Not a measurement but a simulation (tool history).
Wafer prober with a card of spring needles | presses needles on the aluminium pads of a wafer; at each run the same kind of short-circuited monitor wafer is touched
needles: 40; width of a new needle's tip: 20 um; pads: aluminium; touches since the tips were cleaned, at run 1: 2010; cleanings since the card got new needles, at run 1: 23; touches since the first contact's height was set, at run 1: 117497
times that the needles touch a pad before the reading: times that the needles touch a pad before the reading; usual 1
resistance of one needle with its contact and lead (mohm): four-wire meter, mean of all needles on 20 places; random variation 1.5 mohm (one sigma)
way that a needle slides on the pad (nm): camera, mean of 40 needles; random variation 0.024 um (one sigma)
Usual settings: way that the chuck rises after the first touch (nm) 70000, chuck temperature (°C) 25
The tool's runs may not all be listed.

run,hour,way that the chuck rises after the first touch (nm),chuck temperature (°C),times that the needles touch a pad before the reading,touches since the tips were cleaned,cleanings since the card got new needles,touches since the first contact's height was set,resistance of one needle with its contact and lead (mohm),way that a needle slides on the pad (nm)
1,0.0,70000,25,1,2010,23,117497,139,10230
# hour 12.1: tips cleaned on abrasive film
2,25.6,70000,25,1,3833,24,124715,139,10220
# hour 28.6: tips cleaned on abrasive film
3,43.4,70000,25,1,4198,25,129730,141,10230
# hour 46.0: tips cleaned on abrasive film
# hour 62.5: tips cleaned on abrasive film
4,68.2,70000,25,2,1623,27,136678,136,10250
# hour 80.4: tips cleaned on abrasive film
# hour 96.6: tips cleaned on abrasive film
5,103.1,70000,74,1,1821,29,146481,146,10230
# hour 112.3: tips cleaned on abrasive film
# hour 130.8: tips cleaned on abrasive film
6,134.6,50000,25,1,1085,31,155350,143,7240
# hour 148.2: tips cleaned on abrasive film
# hour 164.5: tips cleaned on abrasive film
7,169.6,70000,25,2,1454,33,165186,140,10190
# hour 180.8: tips cleaned on abrasive film
# hour 197.9: tips cleaned on abrasive film
8,208.5,70000,25,2,3003,35,176124,140,10160
# hour 214.7: tips cleaned on abrasive film
9,228.0,70000,25,2,3770,36,181628,141,10190
# hour 233.0: tips cleaned on abrasive film
# hour 250.7: tips cleaned on abrasive film
10,264.8,70000,25,2,3991,38,191981,140,10210
# hour 268.1: tips cleaned on abrasive film
# hour 284.4: tips cleaned on abrasive film
# hour 286.9: height of the first contact set anew
11,295.6,65000,25,1,3070,40,2451,142,9440
# hour 302.9: tips cleaned on abrasive film
# hour 321.8: tips cleaned on abrasive film
12,332.6,65000,25,1,3044,42,12866,141,9430
# hour 339.0: tips cleaned on abrasive film
# hour 356.9: tips cleaned on abrasive film
13,366.5,65000,25,1,2718,44,22392,138,9400
# hour 374.8: tips cleaned on abrasive film
# hour 391.4: tips cleaned on abrasive film
14,406.0,65000,25,1,4142,46,33525,140,9380
# hour 408.0: tips cleaned on abrasive film
# hour 426.2: tips cleaned on abrasive film
15,427.7,58000,25,1,426,48,39593,145,8410
# hour 442.9: tips cleaned on abrasive film
# hour 460.0: tips cleaned on abrasive film
16,460.1,85000,25,1,13,50,48691,136,12340
# hour 476.7: tips cleaned on abrasive film
17,489.9,88000,25,2,3747,51,57118,137,12710
# hour 493.6: tips cleaned on abrasive film
# hour 511.0: tips cleaned on abrasive film
18,511.4,55000,45,2,123,53,63133,146,7920
# hour 527.4: tips cleaned on abrasive film
# hour 543.1: tips cleaned on abrasive film
19,544.2,55000,45,2,298,55,72349,149,7950
# hour 559.2: tips cleaned on abrasive film
20,570.0,55000,45,2,3069,56,79632,147,7900
# hour 574.9: tips cleaned on abrasive film
# hour 591.5: tips cleaned on abrasive film
21,596.4,70000,62,1,1378,58,87036,144,10080
# hour 608.5: tips cleaned on abrasive film
22,614.2,50000,90,2,1628,59,92049,158,7230
# hour 624.9: tips cleaned on abrasive film
# hour 641.7: tips cleaned on abrasive film
23,648.4,73000,36,2,1883,61,101655,142,10550
# hour 659.2: tips cleaned on abrasive film
# hour 678.5: tips cleaned on abrasive film
24,680.1,73000,36,2,446,63,110565,139,10520
# hour 694.8: tips cleaned on abrasive film
# hour 712.4: tips cleaned on abrasive film
25,720.8,58000,25,1,2391,65,122033,146,8350
# hour 728.7: tips cleaned on abrasive film
# hour 746.6: tips cleaned on abrasive film
# hour 762.1: tips cleaned on abrasive film
26,762.9,58000,25,1,204,68,133836,144,8330
# hour 777.8: tips cleaned on abrasive film
27,783.7,63000,35,1,1669,69,139709,142,9050
# hour 794.1: tips cleaned on abrasive film
28,807.4,89000,62,3,3764,70,146364,143,12740
# hour 810.1: tips cleaned on abrasive film
# hour 826.7: tips cleaned on abrasive film
29,830.2,53000,25,3,970,72,152756,143,7630
# hour 842.7: tips cleaned on abrasive film
30,851.4,53000,25,3,2464,73,158734,144,7580
# hour 860.5: tips cleaned on abrasive film
# hour 876.7: tips cleaned on abrasive film
# hour 892.4: tips cleaned on abrasive film
31,893.6,53000,25,3,331,76,170581,142,7600

Hidden state or all else? Some run-to-run changes of way that a needle slides on the pad (nm), split into what the settings, what came in and random variation would give without the hidden state, and what is left for the hidden state (with any gauge scatter that isn't in both results):
The hidden state here: debris on the tips, nm; way that the needles fall short of the set height, um; tips' diameter, um; drift of the gauge itself on contact_mohm, %; drift of the gauge itself on scrub_um, %.
Run 15 -> 16: way that the chuck rises after the first touch (nm) 58000 -> 85000, tips cleaned on abrasive film, tips cleaned on abrasive film. way that a needle slides on the pad (nm) +3930: hidden state -50, all else +3980.
Run 17 -> 18: way that the chuck rises after the first touch (nm) 88000 -> 55000, chuck temperature (°C) 25 -> 45, tips cleaned on abrasive film, tips cleaned on abrasive film. way that a needle slides on the pad (nm) -4790: hidden state +50, all else -4840.
Run 22 -> 23: way that the chuck rises after the first touch (nm) 50000 -> 73000, chuck temperature (°C) 90 -> 36, tips cleaned on abrasive film, tips cleaned on abrasive film. way that a needle slides on the pad (nm) +3320: hidden state -60, all else +3380.
Run 27 -> 28: way that the chuck rises after the first touch (nm) 63000 -> 89000, chuck temperature (°C) 35 -> 62, times that the needles touch a pad before the reading 1 -> 3, tips cleaned on abrasive film. way that a needle slides on the pad (nm) +3690: hidden state -60, all else +3750.
Run 28 -> 29: way that the chuck rises after the first touch (nm) 89000 -> 53000, chuck temperature (°C) 62 -> 25, tips cleaned on abrasive film, tips cleaned on abrasive film. way that a needle slides on the pad (nm) -5110: hidden state +70, all else -5180.
